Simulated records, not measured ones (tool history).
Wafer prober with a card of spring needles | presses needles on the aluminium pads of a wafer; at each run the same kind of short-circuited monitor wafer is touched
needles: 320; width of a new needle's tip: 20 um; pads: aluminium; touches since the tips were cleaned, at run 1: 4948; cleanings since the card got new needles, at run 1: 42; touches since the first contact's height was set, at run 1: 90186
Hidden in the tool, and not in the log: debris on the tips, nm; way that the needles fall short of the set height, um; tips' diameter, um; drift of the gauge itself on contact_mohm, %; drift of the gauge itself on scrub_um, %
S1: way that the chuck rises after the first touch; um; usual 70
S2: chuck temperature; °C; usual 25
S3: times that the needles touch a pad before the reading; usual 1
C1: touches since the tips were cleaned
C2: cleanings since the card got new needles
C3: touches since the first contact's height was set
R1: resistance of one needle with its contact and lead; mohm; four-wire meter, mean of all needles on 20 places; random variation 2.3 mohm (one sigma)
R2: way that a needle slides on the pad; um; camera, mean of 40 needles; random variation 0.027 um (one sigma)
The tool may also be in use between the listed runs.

Run 1, day 0: usual settings; C1 4948; C2 42; C3 90186. Result: R1 262 mohm, R2 17.33 um.
At day 0.1: tips cleaned on abrasive film.
Run 2, day 0.642: usual settings; C1 5122; C2 43; C3 96213. Result: R1 269 mohm, R2 17.29 um.
At day 0.808: tips cleaned on abrasive film.
At day 1.429: tips cleaned on abrasive film.
Run 3, day 1.583: usual settings; C1 1442; C2 45; C3 105020. Result: R1 262 mohm, R2 17.25 um.
At day 2.075: tips cleaned on abrasive film.
Run 4, day 2.562: usual settings; C1 4586; C2 46; C3 114243. Result: R1 263 mohm, R2 17.27 um.
At day 2.721: tips cleaned on abrasive film.
At day 3.371: tips cleaned on abrasive film.
Run 5, day 3.5: usual settings but S1 65 um; C1 1209; C2 48; C3 123010. Result: R1 262 mohm, R2 15.98 um.
At day 4.046: tips cleaned on abrasive film.
Run 6, day 4.567: usual settings but S1 65 um; C1 4913; C2 49; C3 133064. Result: R1 265 mohm, R2 15.99 um.
At day 4.688: tips cleaned on abrasive film.
At day 5.362: tips cleaned on abrasive film.
Run 7, day 5.671: usual settings; C1 2925; C2 51; C3 143433. Result: R1 260 mohm, R2 17.19 um.
At day 5.992: tips cleaned on abrasive film.
Run 8, day 6.421: usual settings; C1 4052; C2 52; C3 150465. Result: R1 262 mohm, R2 17.15 um.
At day 6.692: tips cleaned on abrasive film.
Run 9, day 6.992: usual settings; C1 2816; C2 53; C3 155813. Result: R1 266 mohm, R2 17.13 um.
At day 7.375: tips cleaned on abrasive film.
Run 10, day 7.979: usual settings; C1 5695; C2 54; C3 165116. Result: R1 267 mohm, R2 17.19 um.
At day 8.071: tips cleaned on abrasive film.
At day 8.742: tips cleaned on abrasive film.
Run 11, day 8.958: usual settings; C1 2036; C2 56; C3 174310. Result: R1 262 mohm, R2 17.1 um.
At day 9.438: tips cleaned on abrasive film.
At day 9.529: height of the first contact set anew.
Run 12, day 9.546: usual settings; C1 873; C2 57; C3 130. Result: R1 263 mohm, R2 17.12 um.
At day 10.1: tips cleaned on abrasive film.
Run 13, day 10.321: usual settings; C1 2095; C2 58; C3 7449. Result: R1 267 mohm, R2 17.1 um.
At day 10.779: tips cleaned on abrasive film.
Run 14, day 11.008: usual settings but S1 57 um; C1 2142; C2 59; C3 13880. Result: R1 266 mohm, R2 13.93 um.
At day 11.467: tips cleaned on abrasive film.
Run 15, day 12.038: usual settings but S1 57 um, S3 3; C1 5401; C2 60; C3 23592. Result: R1 268 mohm, R2 13.9 um.
At day 12.096: tips cleaned on abrasive film.
Run 16, day 12.625: usual settings but S2 32 °C; C1 4996; C2 61; C3 29096. Result: R1 261 mohm, R2 16.99 um.
At day 12.721: tips cleaned on abrasive film.
At day 13.392: tips cleaned on abrasive film.
Run 17, day 13.704: usual settings but S2 32 °C; C1 2935; C2 63; C3 39211. Result: R1 266 mohm, R2 16.99 um.
At day 14.042: tips cleaned on abrasive film.
At day 14.246: gauge calibrated.
Run 18, day 14.404: usual settings but S1 83 um, S2 100 °C; C1 3455; C2 64; C3 45805. Result: R1 284 mohm, R2 20.49 um.
At day 14.696: tips cleaned on abrasive film.
At day 15.367: tips cleaned on abrasive film.
Run 19, day 15.388: usual settings but S1 71 um, S2 100 °C; C1 213; C2 66; C3 55007. Result: R1 287 mohm, R2 17.57 um.
At day 16.004: tips cleaned on abrasive film.
Run 20, day 16.004: usual settings but S1 68 um, S2 94 °C; C1 0; C2 67; C3 60813. Result: R1 283 mohm, R2 16.77 um.
Run 21, day 16.538: usual settings but S1 55 um, S2 74 °C, S3 2; C1 5035; C2 67; C3 65848. Result: R1 283 mohm, R2 13.58 um.
At day 16.675: tips cleaned on abrasive film.
At day 17.317: tips cleaned on abrasive film.
Run 22, day 17.6: usual settings but S1 84 um, S2 51 °C, S3 2; C1 2683; C2 69; C3 75794. Result: R1 267 mohm, R2 20.65 um.
At day 18.029: tips cleaned on abrasive film.
At day 18.696: tips cleaned on abrasive film.
Run 23, day 18.696: usual settings but S1 61 um, S2 47 °C, S3 2; C1 0; C2 71; C3 86077. Result: R1 267 mohm, R2 15.05 um.
Run 24, day 19.196: usual settings but S1 72 um, S2 69 °C, S3 2; C1 4718; C2 71; C3 90795. Result: R1 275 mohm, R2 17.73 um.
At day 19.321: tips cleaned on abrasive film.
At day 19.933: tips cleaned on abrasive film.
Run 25, day 20.096: usual settings but S1 72 um, S2 69 °C, S3 2; C1 1507; C2 73; C3 99215. Result: R1 276 mohm, R2 17.67 um.
At day 20.554: tips cleaned on abrasive film.
Run 26, day 20.621: usual settings but S1 79 um; C1 598; C2 74; C3 104136. Result: R1 264 mohm, R2 19.33 um.
At day 21.212: tips cleaned on abrasive film.
Run 27, day 21.617: usual settings but S1 50 um, S3 3; C1 3793; C2 75; C3 113505. Result: R1 267 mohm, R2 12.23 um.
At day 21.888: tips cleaned on abrasive film.
Run 28, day 22.304: usual settings but S2 101 °C, S3 2; C1 3927; C2 76; C3 119973. Result: R1 285 mohm, R2 17.15 um.
At day 22.6: tips cleaned on abrasive film.
Run 29, day 23.192: usual settings but S2 65 °C; C1 5607; C2 77; C3 128332. Result: R1 279 mohm, R2 17.1 um.
At day 23.283: tips cleaned on abrasive film.
Run 30, day 23.75: usual settings but S2 65 °C; C1 4396; C2 78; C3 133562. Result: R1 272 mohm, R2 17.12 um.

The next listed run, before its measurement:
At day 23.904: tips cleaned on abrasive film.
At day 24.525: tips cleaned on abrasive film.
Run 31, day 24.575: usual settings but S1 61 um, S2 29 °C, S3 3; C1 504; C2 80; C3 141301. Result: R1 ?, R2 ?.

{"run 31": {"R1": 263, "R2": 14.89}}
Without the tool's hidden state the same run would have given R1 263 mohm, R2 15.07 um.
